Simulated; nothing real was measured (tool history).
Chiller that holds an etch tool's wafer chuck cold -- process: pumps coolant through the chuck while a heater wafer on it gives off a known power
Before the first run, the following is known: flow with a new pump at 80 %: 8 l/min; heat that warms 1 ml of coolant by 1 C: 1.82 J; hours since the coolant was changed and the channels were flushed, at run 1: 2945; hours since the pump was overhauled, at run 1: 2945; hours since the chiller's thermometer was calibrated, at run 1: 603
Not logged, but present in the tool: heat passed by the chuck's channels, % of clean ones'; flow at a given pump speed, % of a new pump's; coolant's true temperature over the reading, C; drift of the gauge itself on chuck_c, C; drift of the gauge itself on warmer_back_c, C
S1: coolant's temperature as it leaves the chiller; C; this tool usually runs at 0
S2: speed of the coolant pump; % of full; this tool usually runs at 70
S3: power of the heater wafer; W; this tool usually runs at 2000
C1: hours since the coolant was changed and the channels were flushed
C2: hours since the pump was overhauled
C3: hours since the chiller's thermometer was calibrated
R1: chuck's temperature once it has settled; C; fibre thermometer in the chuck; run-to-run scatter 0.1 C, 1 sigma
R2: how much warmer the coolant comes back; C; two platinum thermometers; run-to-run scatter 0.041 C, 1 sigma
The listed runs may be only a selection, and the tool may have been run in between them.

run 1 day=0 | S1=0 S2=70 S3=2000 | C1=2945 C2=2945 C3=603 | R1=15.6 R2=9.32
run 2 day=3.517 | S1=0 S2=88 S3=2000 | C1=3029 C2=3029 C3=687 | R1=13.5 R2=7.51
run 3 day=5.508 | S1=0 S2=88 S3=2000 | C1=3077 C2=3077 C3=735 | R1=13.4 R2=7.46
run 4 day=7.5 | S1=0 S2=88 S3=2000 | C1=3125 C2=3125 C3=783 | R1=13.4 R2=7.44
run 5 day=10.05 | S1=0 S2=88 S3=2000 | C1=3186 C2=3186 C3=844 | R1=13.1 R2=7.48
run 6 day=13.025 | S1=9 S2=70 S3=2000 | C1=3258 C2=3258 C3=915 | R1=24.6 R2=9.31
run 7 day=16.733 | S1=9 S2=70 S3=2000 | C1=3347 C2=3347 C3=1004 | R1=24.3 R2=9.33
run 8 day=19.658 | S1=9 S2=70 S3=2000 | C1=3417 C2=3417 C3=1074 | R1=24.6 R2=9.31
run 9 day=21.479 | S1=9 S2=70 S3=2000 | C1=3460 C2=3460 C3=1118 | R1=24.4 R2=9.34
run 10 day=24.758 | S1=9 S2=70 S3=2000 | C1=3539 C2=3539 C3=1197 | R1=24.6 R2=9.26
run 11 day=28.217 | S1=9 S2=70 S3=2000 | C1=3622 C2=3622 C3=1280 | R1=24.5 R2=9.23
run 12 day=31.321 | S1=9 S2=70 S3=2000 | C1=3697 C2=3697 C3=1354 | R1=24.5 R2=9.27
run 13 day=35.033 | S1=0 S2=70 S3=2000 | C1=3786 C2=3786 C3=1443 | R1=15.4 R2=9.27
run 14 day=38.383 | S1=0 S2=70 S3=1248 | C1=3866 C2=3866 C3=1524 | R1=9.7 R2=5.67
run 15 day=40.7 | S1=0 S2=70 S3=1248 | C1=3922 C2=3922 C3=1579 | R1=9.6 R2=5.66
run 16 day=43.629 | S1=0 S2=70 S3=2000 | C1=3992 C2=3992 C3=1650 | R1=15.6 R2=9.11
run 17 day=45.571 | S1=-7 S2=83 S3=1957 | C1=4039 C2=4039 C3=1696 | R1=6.5 R2=7.51
run 18 day=49.45 | S1=-4 S2=64 S3=1114 | C1=4132 C2=4132 C3=1789 | R1=5 R2=5.48
run 19 day=53.225 | S1=-4 S2=64 S3=1114 | C1=4222 C2=4222 C3=1880 | R1=4.9 R2=5.46
run 20 day=55.929 | S1=-4 S2=64 S3=1114 | C1=4287 C2=4287 C3=1945 | R1=5.3 R2=5.37
run 21 day=58.579 | S1=7 S2=84 S3=1548 | C1=4351 C2=4351 C3=2009 | R1=17.7 R2=5.76
run 22 day=60.429 | S1=7 S2=84 S3=1260 | C1=4395 C2=4395 C3=2053 | R1=15.9 R2=4.62
run 23 day=62.442 | S1=7 S2=84 S3=1260 | C1=4444 C2=4444 C3=2101 | R1=15.8 R2=4.63
run 24 day=64.946 | S1=7 S2=64 S3=1307 | C1=4504 C2=4504 C3=2161 | R1=17.7 R2=6.34
-- day=67.258 coolant changed, channels flushed
run 25 day=68.088 | S1=0 S2=64 S3=2429 | C1=20 C2=4573 C3=2231 | R1=20 R2=12.11
run 26 day=69.842 | S1=0 S2=70 S3=1374 | C1=62 C2=4615 C3=2273 | R1=10.6 R2=6.09
run 27 day=73.479 | S1=6 S2=70 S3=1534 | C1=149 C2=4702 C3=2360 | R1=17.9 R2=6.79
-- day=74.125 gauge calibrated
run 28 day=76.825 | S1=-2 S2=66 S3=1470 | C1=230 C2=4783 C3=2440 | R1=9.9 R2=7.26
run 29 day=80.325 | S1=1 S2=70 S3=1289 | C1=314 C2=4867 C3=2524 | R1=11 R2=6.11
run 30 day=84.158 | S1=1 S2=70 S3=1289 | C1=406 C2=4959 C3=2616 | R1=11 R2=6.06
run 31 day=87.979 | S1=0 S2=70 S3=1497 | C1=497 C2=5050 C3=2708 | R1=11.5 R2=6.98

Here are 4 independent what-if runs from the current tool condition. What would each one return?
run A day=91.738 | S1=2 S2=71 S3=1039 | C1=588 C2=5141 C3=2798 | R1=? R2=?
run B day=91.738 | S1=4 S2=70 S3=1035 | C1=588 C2=5141 C3=2798 | R1=? R2=?
run C day=91.738 | S1=-7 S2=68 S3=1537 | C1=588 C2=5141 C3=2798 | R1=? R2=?
run D day=91.738 | S1=8 S2=86 S3=1156 | C1=588 C2=5141 C3=2798 | R1=? R2=?

run=A R1=9.8 R2=4.76
run=B R1=12 R2=4.81
run=C R1=5.2 R2=7.39
run=D R1=15.8 R2=4.33
Had the tool no hidden state, the same runs would have come out as:
run=A R1=9.8 R2=4.85
run=B R1=12 R2=4.9
run=C R1=5.2 R2=7.48
run=D R1=15.8 R2=4.42

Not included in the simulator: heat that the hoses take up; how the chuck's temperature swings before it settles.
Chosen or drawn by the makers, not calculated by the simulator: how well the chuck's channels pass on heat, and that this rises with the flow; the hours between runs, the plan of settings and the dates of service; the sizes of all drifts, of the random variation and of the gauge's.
